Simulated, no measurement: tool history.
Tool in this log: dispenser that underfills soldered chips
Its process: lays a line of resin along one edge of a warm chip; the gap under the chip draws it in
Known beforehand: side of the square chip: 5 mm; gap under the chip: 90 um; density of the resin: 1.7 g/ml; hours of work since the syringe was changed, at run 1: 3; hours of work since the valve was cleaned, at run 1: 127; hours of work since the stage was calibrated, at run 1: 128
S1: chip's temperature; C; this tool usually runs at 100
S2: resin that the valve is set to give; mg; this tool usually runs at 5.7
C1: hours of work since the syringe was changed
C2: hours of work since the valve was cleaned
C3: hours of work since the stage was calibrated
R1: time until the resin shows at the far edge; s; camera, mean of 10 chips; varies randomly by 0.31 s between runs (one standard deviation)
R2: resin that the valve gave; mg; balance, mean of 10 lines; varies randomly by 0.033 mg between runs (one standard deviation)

Run 1, hour 0: usual settings; C1 3; C2 127; C3 128. Result: R1 11.1 s, R2 5.13 mg.
Run 2, hour 4.1: usual settings; C1 6; C2 130; C3 132. Result: R1 13.4 s, R2 5.13 mg.
At hour 5.8: dispensing valve cleaned and set on the balance.
At hour 7.8: new syringe of resin.
Run 3, hour 9.8: usual settings; C1 1; C2 3; C3 135. Result: R1 10.3 s, R2 5.71 mg.
Run 4, hour 14.9: usual settings; C1 6; C2 7; C3 139. Result: R1 13.1 s, R2 5.64 mg.
At hour 18.1: new syringe of resin.
Run 5, hour 19.5: usual settings but S2 5.41 mg; C1 1; C2 10; C3 142. Result: R1 11 s, R2 5.36 mg.
Run 6, hour 27: usual settings but S1 104 C; C1 7; C2 16; C3 148. Result: R1 11.8 s, R2 5.59 mg.
At hour 28.5: new syringe of resin.
Run 7, hour 33.3: usual settings; C1 4; C2 21; C3 153. Result: R1 11.4 s, R2 5.6 mg.
At hour 38.9: new syringe of resin.
Run 8, hour 40.4: usual settings; C1 1; C2 26; C3 158. Result: R1 10.4 s, R2 5.59 mg.
Run 9, hour 44.1: usual settings; C1 4; C2 29; C3 161. Result: R1 11.6 s, R2 5.58 mg.
At hour 49.2: new syringe of resin.
Run 10, hour 49.3: usual settings but S2 4.84 mg; C1 0; C2 33; C3 165. Result: R1 10 s, R2 4.74 mg.
Run 11, hour 54.5: usual settings; C1 4; C2 37; C3 169. Result: R1 11.6 s, R2 5.51 mg.
At hour 59.6: new syringe of resin.
Run 12, hour 60.1: usual settings; C1 0; C2 41; C3 173. Result: R1 9.9 s, R2 5.53 mg.
Run 13, hour 67.5: usual settings; C1 6; C2 46; C3 179. Result: R1 12.9 s, R2 5.47 mg.
At hour 70: new syringe of resin.
Run 14, hour 71.4: usual settings but S1 87 C, S2 5.46 mg; C1 1; C2 49; C3 181. Result: R1 17.5 s, R2 5.25 mg.
Run 15, hour 78.8: usual settings but S1 99 C, S2 5.29 mg; C1 7; C2 55; C3 187. Result: R1 14.1 s, R2 5.06 mg.
At hour 80.4: new syringe of resin.
Run 16, hour 82.6: usual settings but S1 92 C; C1 2; C2 58; C3 190. Result: R1 14.5 s, R2 5.45 mg.
Run 17, hour 88.5: usual settings but S1 92 C; C1 6; C2 62; C3 194. Result: R1 17.8 s, R2 5.43 mg.
At hour 91: new syringe of resin.
Run 18, hour 92.7: usual settings but S1 99 C; C1 1; C2 65; C3 198. Result: R1 10.7 s, R2 5.35 mg.
Run 19, hour 96.9: usual settings but S1 114 C, S2 6.23 mg; C1 5; C2 69; C3 201. Result: R1 6.7 s, R2 5.91 mg.
At hour 101.7: new syringe of resin.
Run 20, hour 104: usual settings but S1 114 C, S2 6.23 mg; C1 2; C2 74; C3 206. Result: R1 5.7 s, R2 5.93 mg.
Run 21, hour 107.8: usual settings but S1 101 C, S2 5.18 mg; C1 5; C2 77; C3 209. Result: R1 12.4 s, R2 4.85 mg.
At hour 112: new syringe of resin.
Run 22, hour 112.3: usual settings but S1 111 C, S2 5.44 mg; C1 0; C2 80; C3 212. Result: R1 6.4 s, R2 5.09 mg.
Run 23, hour 120: usual settings but S2 5.8 mg; C1 6; C2 86; C3 218. Result: R1 13.5 s, R2 5.44 mg.
At hour 122.7: new syringe of resin.
Run 24, hour 127.2: usual settings but S2 5.8 mg; C1 4; C2 91; C3 224. Result: R1 12.2 s, R2 5.42 mg.

Consider 3 possible next runs. They are alternatives, not a sequence: every one starts from the tool as it was left by run 24. What does each give?
Run A, hour 131.7: usual settings but S1 87 C, S2 5.41 mg; C1 7; C2 95; C3 227. Result: R1 ?, R2 ?.
Run B, hour 131.7: usual settings but S2 6.68 mg; C1 7; C2 95; C3 227. Result: R1 ?, R2 ?.
Run C, hour 131.7: usual settings but S1 108 C, S2 7.01 mg; C1 7; C2 95; C3 227. Result: R1 ?, R2 ?.

run    R1    R2
  A    24  5.03
  B  13.6  6.22
  C  10.1  6.46
Without the tool's unlogged condition, the same runs would have read:
run    R1    R2
  A  16.6  5.41
  B   9.7  6.69
  C   7.2  6.95

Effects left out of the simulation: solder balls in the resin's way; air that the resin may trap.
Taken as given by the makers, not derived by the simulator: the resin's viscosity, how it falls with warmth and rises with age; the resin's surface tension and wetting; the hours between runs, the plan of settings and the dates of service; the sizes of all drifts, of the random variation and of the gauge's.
